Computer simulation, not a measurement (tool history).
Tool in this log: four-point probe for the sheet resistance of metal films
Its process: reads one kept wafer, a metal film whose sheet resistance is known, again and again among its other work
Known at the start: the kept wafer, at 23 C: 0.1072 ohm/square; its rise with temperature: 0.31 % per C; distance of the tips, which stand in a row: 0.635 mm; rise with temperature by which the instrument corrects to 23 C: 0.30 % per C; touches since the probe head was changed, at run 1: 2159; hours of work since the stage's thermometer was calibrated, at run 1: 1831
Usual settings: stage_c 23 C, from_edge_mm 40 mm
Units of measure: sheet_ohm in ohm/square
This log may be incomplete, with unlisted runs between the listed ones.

run	hour	stage_c	from_edge_mm	touches since the probe head was changed	hours of work since the stage's thermometer was calibrated	sheet_ohm
1	0	23	40	2159	1831	0.106521
2	10.3	27	40	2255	1835	0.106572
3	25.9	23	40	2400	1842	0.106534
4	37.9	23	40	2512	1847	0.106537
5	57.1	23	40	2691	1856	0.10652
6	68.5	23	40	2796	1861	0.106514
7	83.6	21	40	2937	1867	0.106504
8	102.9	19	40	3117	1876	0.106492
9	120	19	40	3276	1883	0.106455
10	130.9	19	40	3377	1888	0.106453
11	143	19	40	3490	1893	0.106474
12	163.1	23	40	3677	1902	0.106506
13	178.4	33	40	3819	1909	0.106632
14	190.5	23	40	3931	1914	0.106512
15	205.4	23	40	4070	1920	0.106567
16	215.2	23	40	4162	1925	0.106501
# hour 217.3: stage's thermometer calibrated
17	235.3	23	40	4344	8	0.106423
18	253.7	23	40	4515	16	0.106411
19	273.5	19	6	4699	25	0.107025
20	283.6	23	8	4793	29	0.106756
21	300	24	8	4946	36	0.106749
# hour 307.4: stage's thermometer calibrated, once more
22	317.5	23	9	5104	4	0.106902
23	338.1	23	9	5295	13	0.106952
24	356.3	23	13	5465	21	0.106819
25	366.6	21	69	5561	26	0.106619
26	382.7	23	57	5710	33	0.106628
27	393.6	25	52	5812	38	0.106648
28	403.9	25	52	5908	42	0.106685
29	417	23	14	6030	48	0.106743
30	432.8	23	14	6177	55	0.106736
31	455.3	32	3	6386	65	0.109143

For some of the steps in sheet_ohm from one run to the next: how much would appear even if the tool had no hidden state, given the settings, what came in and random variation, and how much remains for the hidden state plus any gauge scatter that the measured result and the result without hidden state don't share?
The tool's hidden condition here consists of: inner tips' distance over the nominal, %; tips' flats over new ones', %; wafer's true temperature over the reading, C; drift of the gauge itself on sheet_ohm, %.
Run 16 -> 17: stage's thermometer calibrated. sheet_ohm -0.000078 ohm/square: hidden state -0.000101, all else +0.000023.
Run 18 -> 19: stage_c 23 -> 19, from_edge_mm 40 -> 6. sheet_ohm +0.000614 ohm/square: hidden state -0.000011, all else +0.000625.
Run 19 -> 20: stage_c 19 -> 23, from_edge_mm 6 -> 8. sheet_ohm -0.000269 ohm/square: hidden state +0.000005, all else -0.000274.
Run 21 -> 22: stage_c 24 -> 23, from_edge_mm 8 -> 9, stage's thermometer calibrated, once more. sheet_ohm +0.000153 ohm/square: hidden state +0.000255, all else -0.000102.
Run 30 -> 31: stage_c 23 -> 32, from_edge_mm 14 -> 3. sheet_ohm +0.002407 ohm/square: hidden state -0.000014, all else +0.002421.

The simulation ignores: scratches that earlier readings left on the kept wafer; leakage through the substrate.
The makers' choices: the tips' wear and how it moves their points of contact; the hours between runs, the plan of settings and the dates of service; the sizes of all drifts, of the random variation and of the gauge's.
